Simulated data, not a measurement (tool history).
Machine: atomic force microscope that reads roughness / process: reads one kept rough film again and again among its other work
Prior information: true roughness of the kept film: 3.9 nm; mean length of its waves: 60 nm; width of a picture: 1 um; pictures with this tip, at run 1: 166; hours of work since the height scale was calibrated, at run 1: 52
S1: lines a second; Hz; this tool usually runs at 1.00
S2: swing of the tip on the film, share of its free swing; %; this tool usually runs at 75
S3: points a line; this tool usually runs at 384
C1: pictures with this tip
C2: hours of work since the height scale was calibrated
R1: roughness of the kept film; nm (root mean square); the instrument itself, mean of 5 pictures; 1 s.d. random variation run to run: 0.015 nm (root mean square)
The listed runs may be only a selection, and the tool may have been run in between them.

run 1 hour=0.0 | S1=1.00 S2=75 S3=384 | C1=166 C2=52 | R1=3.493
run 2 hour=10.3 | S1=1.00 S2=60 S3=384 | C1=181 C2=59 | R1=3.578
run 3 hour=16.1 | S1=1.00 S2=60 S3=384 | C1=189 C2=63 | R1=3.572
run 4 hour=22.8 | S1=1.00 S2=81 S3=384 | C1=199 C2=68 | R1=3.394
run 5 hour=32.3 | S1=1.00 S2=81 S3=384 | C1=213 C2=75 | R1=3.389
run 6 hour=42.1 | S1=1.00 S2=59 S3=384 | C1=227 C2=82 | R1=3.542
run 7 hour=50.7 | S1=1.00 S2=59 S3=384 | C1=239 C2=88 | R1=3.556
run 8 hour=56.7 | S1=1.00 S2=75 S3=384 | C1=248 C2=92 | R1=3.422
run 9 hour=66.2 | S1=0.62 S2=75 S3=384 | C1=261 C2=99 | R1=3.486
run 10 hour=74.6 | S1=0.62 S2=75 S3=384 | C1=273 C2=105 | R1=3.494
run 11 hour=80.0 | S1=0.62 S2=75 S3=384 | C1=281 C2=108 | R1=3.474
run 12 hour=85.4 | S1=0.62 S2=75 S3=384 | C1=289 C2=112 | R1=3.477
-- hour=86.9 height scale calibrated on a step standard
run 13 hour=96.4 | S1=0.62 S2=75 S3=384 | C1=303 C2=7 | R1=3.453
-- hour=104.7 new tip fitted
run 14 hour=106.9 | S1=0.62 S2=75 S3=384 | C1=3 C2=14 | R1=3.636
-- hour=112.3 height scale calibrated on a step standard, once more
run 15 hour=114.4 | S1=1.00 S2=73 S3=428 | C1=13 C2=2 | R1=3.619
run 16 hour=121.9 | S1=1.00 S2=73 S3=428 | C1=23 C2=7 | R1=3.579
run 17 hour=126.9 | S1=1.00 S2=75 S3=397 | C1=30 C2=10 | R1=3.593
run 18 hour=132.9 | S1=1.00 S2=74 S3=272 | C1=39 C2=15 | R1=3.592
run 19 hour=138.1 | S1=1.15 S2=80 S3=265 | C1=47 C2=18 | R1=3.463
run 20 hour=143.4 | S1=1.15 S2=80 S3=265 | C1=54 C2=22 | R1=3.496
run 21 hour=153.8 | S1=2.22 S2=59 S3=372 | C1=69 C2=29 | R1=3.585
run 22 hour=159.9 | S1=1.63 S2=82 S3=387 | C1=78 C2=34 | R1=3.319
run 23 hour=168.0 | S1=1.63 S2=82 S3=387 | C1=89 C2=39 | R1=3.335
run 24 hour=177.3 | S1=0.91 S2=82 S3=387 | C1=103 C2=46 | R1=3.469
run 25 hour=186.1 | S1=2.87 S2=73 S3=369 | C1=115 C2=52 | R1=3.246
run 26 hour=193.3 | S1=0.53 S2=63 S3=595 | C1=126 C2=57 | R1=3.635
run 27 hour=200.8 | S1=1.36 S2=72 S3=344 | C1=136 C2=62 | R1=3.486

What differs in the tool's unlogged condition from the final listed run ahead of each entry between runs to the first listed run following it?
From run 12 to run 13: height scale calibrated on a step standard (hour 86.9)
  radius of the tip, nm: 19.4 -> 20; height scale over the true one, %: -0.13 -> -0.16
  difference, measured minus the result without the unlogged condition, R1: -0.214 -> -0.223 nm (root mean square)
From run 13 to run 14: new tip fitted (hour 104.7)
  radius of the tip, nm: 20 -> 5.4; height scale over the true one, %: -0.16 -> -0.17
  difference, measured minus the result without the unlogged condition, R1: -0.223 -> -0.012 nm (root mean square)
From run 14 to run 15: height scale calibrated on a step standard, once more (hour 112.3)
  radius of the tip, nm: 5.4 -> 5.9; height scale over the true one, %: -0.17 -> 0
  difference, measured minus the result without the unlogged condition, R1: -0.012 -> -0.014 nm (root mean square)
